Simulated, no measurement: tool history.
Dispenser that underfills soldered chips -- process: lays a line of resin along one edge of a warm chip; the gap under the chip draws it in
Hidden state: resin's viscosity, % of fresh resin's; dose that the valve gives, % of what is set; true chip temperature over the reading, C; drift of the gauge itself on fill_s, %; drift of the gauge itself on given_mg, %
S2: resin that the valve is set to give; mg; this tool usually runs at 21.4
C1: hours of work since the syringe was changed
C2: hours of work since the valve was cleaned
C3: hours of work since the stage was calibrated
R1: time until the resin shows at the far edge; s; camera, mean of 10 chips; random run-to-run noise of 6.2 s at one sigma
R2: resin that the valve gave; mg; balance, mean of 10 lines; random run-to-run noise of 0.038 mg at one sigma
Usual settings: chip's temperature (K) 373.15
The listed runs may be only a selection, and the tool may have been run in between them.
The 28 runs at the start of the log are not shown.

run 29 day=4.033 | chip's_temperature_(K)=365.15 S2=22.0 | C1=3 C2=41 C3=132 | R1=1109.8 R2=21.67
run 30 day=4.171 | chip's_temperature_(K)=362.15 S2=26.3 | C1=6 C2=43 C3=134 | R1=1441.0 R2=25.90
-- day=4.196 new syringe of resin
run 31 day=4.317 | chip's_temperature_(K)=362.15 S2=26.3 | C1=2 C2=45 C3=136 | R1=1139.2 R2=25.84
run 32 day=4.408 | chip's_temperature_(K)=368.15 S2=21.2 | C1=3 C2=47 C3=138 | R1=966.9 R2=20.82
run 33 day=4.529 | chip's_temperature_(K)=368.15 S2=21.2 | C1=5 C2=49 C3=140 | R1=1088.1 R2=20.78
-- day=4.583 new syringe of resin
run 34 day=4.667 | chip's_temperature_(K)=368.15 S2=21.2 | C1=1 C2=51 C3=142 | R1=851.4 R2=20.74
run 35 day=4.767 | chip's_temperature_(K)=368.15 S2=21.2 | C1=3 C2=52 C3=143 | R1=927.4 R2=20.72
-- day=4.967 new syringe of resin
run 36 day=4.967 | chip's_temperature_(K)=388.15 S2=22.3 | C1=0 C2=55 C3=146 | R1=309.1 R2=21.81

Each row is a separate what-if for the run after 36, all from the same tool condition, not one after another. Results?
run A day=5.121 | chip's_temperature_(K)=379.15 S2=21.4 | C1=2 C2=58 C3=149 | R1=? R2=?
run B day=5.121 | chip's_temperature_(K)=366.15 S2=24.7 | C1=2 C2=58 C3=149 | R1=? R2=?
run C day=5.121 | chip's_temperature_(K)=363.15 S2=18.6 | C1=2 C2=58 C3=149 | R1=? R2=?
run D day=5.121 | chip's_temperature_(K)=362.15 S2=22.3 | C1=2 C2=58 C3=149 | R1=? R2=?

run=A R1=539.1 R2=20.89
run=B R1=950.4 R2=24.13
run=C R1=1117.9 R2=18.18
run=D R1=1156.7 R2=21.71
The same runs, with their run-to-run variation unchanged, on a tool lacking any hidden condition would have given:
run=A R1=477.4 R2=21.41
run=B R1=845.3 R2=24.72
run=C R1=990.6 R2=18.63
run=D R1=1028.6 R2=22.25
